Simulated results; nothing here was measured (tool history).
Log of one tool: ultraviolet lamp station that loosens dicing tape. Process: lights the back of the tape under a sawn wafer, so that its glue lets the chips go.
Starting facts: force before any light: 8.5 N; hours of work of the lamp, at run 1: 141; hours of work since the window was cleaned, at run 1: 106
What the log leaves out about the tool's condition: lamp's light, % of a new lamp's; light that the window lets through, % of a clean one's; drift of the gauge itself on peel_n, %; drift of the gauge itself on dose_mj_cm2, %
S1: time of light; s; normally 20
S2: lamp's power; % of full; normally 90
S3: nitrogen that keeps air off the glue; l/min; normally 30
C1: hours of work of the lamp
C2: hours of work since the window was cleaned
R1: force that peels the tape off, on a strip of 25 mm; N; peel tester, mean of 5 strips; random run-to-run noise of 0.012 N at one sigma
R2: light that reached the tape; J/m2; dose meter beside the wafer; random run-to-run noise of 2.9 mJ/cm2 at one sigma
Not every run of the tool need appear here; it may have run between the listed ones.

run,hour,S1,S2,S3,C1,C2,R1,R2
1,0.0,20,90,30,141,106,0.528,4070
2,23.0,20,90,30,156,121,0.538,4090
3,51.9,20,90,34,175,139,0.465,4060
4,68.2,20,81,34,185,150,0.629,3700
5,85.6,20,81,22,197,161,0.850,3640
6,99.4,20,81,22,206,170,0.817,3680
7,111.7,20,90,30,214,178,0.527,4070
8,141.0,20,90,30,233,197,0.544,4080
9,166.1,20,89,30,249,214,0.542,4010
10,188.2,20,89,30,264,228,0.529,4050
11,213.9,20,89,30,280,245,0.551,4020
12,229.4,20,89,30,290,255,0.537,4020
13,253.8,20,90,30,306,271,0.551,4140
14,269.8,20,90,30,317,281,0.508,4090
15,287.6,20,90,30,328,293,0.535,4090
16,309.8,20,90,30,343,307,0.537,4050
17,334.8,20,90,30,359,324,0.526,4120
18,364.0,20,90,30,378,343,0.533,4120
19,376.4,20,90,30,386,351,0.554,4080
20,403.2,20,90,30,404,368,0.553,4120
21,420.5,20,90,30,415,379,0.532,4050
22,438.0,20,90,27,426,391,0.597,4110
23,456.9,20,90,27,439,403,0.580,4130
24,477.2,24,79,36,452,416,0.388,4280
# hour 493.2: window cleaned of glue's vapour
25,497.1,35,90,14,464,3,0.270,7120
26,515.7,20,77,30,477,15,0.778,3490
27,537.6,20,77,30,491,29,0.758,3530
28,555.2,12,95,9,502,40,2.486,2550
29,576.3,18,95,10,516,54,1.348,3950
30,590.7,18,95,10,525,64,1.348,3890
31,610.5,37,76,59,538,76,0.125,6340
32,628.2,37,76,19,550,88,0.252,6350
33,653.9,38,82,13,567,105,0.295,7040
34,677.4,38,80,18,582,120,0.225,6850
35,694.6,38,80,18,593,131,0.223,6850
36,712.8,34,80,55,605,143,0.134,6140
37,733.8,34,80,55,619,157,0.139,6130
38,763.0,22,94,30,638,176,0.384,4660
39,782.8,14,87,35,651,189,1.095,2780
40,797.7,15,87,20,660,198,1.419,2940
41,813.2,20,85,42,670,208,0.479,3830
42,839.6,31,72,10,688,226,0.830,5080
43,867.7,31,72,10,706,244,0.830,5030
44,891.2,31,72,10,721,259,0.826,5060

Consider 3 possible next runs. They are alternatives, not a sequence: every one starts from the tool as it was left by run 44. What does each give?
A,914.2,28,60,10,736,274,?,?
B,914.2,28,68,10,736,274,?,?
C,914.2,40,84,10,736,274,?,?

run,R1,R2
A,1.406,3820
B,1.171,4300
C,0.313,7610
Stripped of hidden state, with their random variation kept, the same runs would have yielded:
run,R1,R2
A,1.401,3830
B,1.166,4300
C,0.312,7620
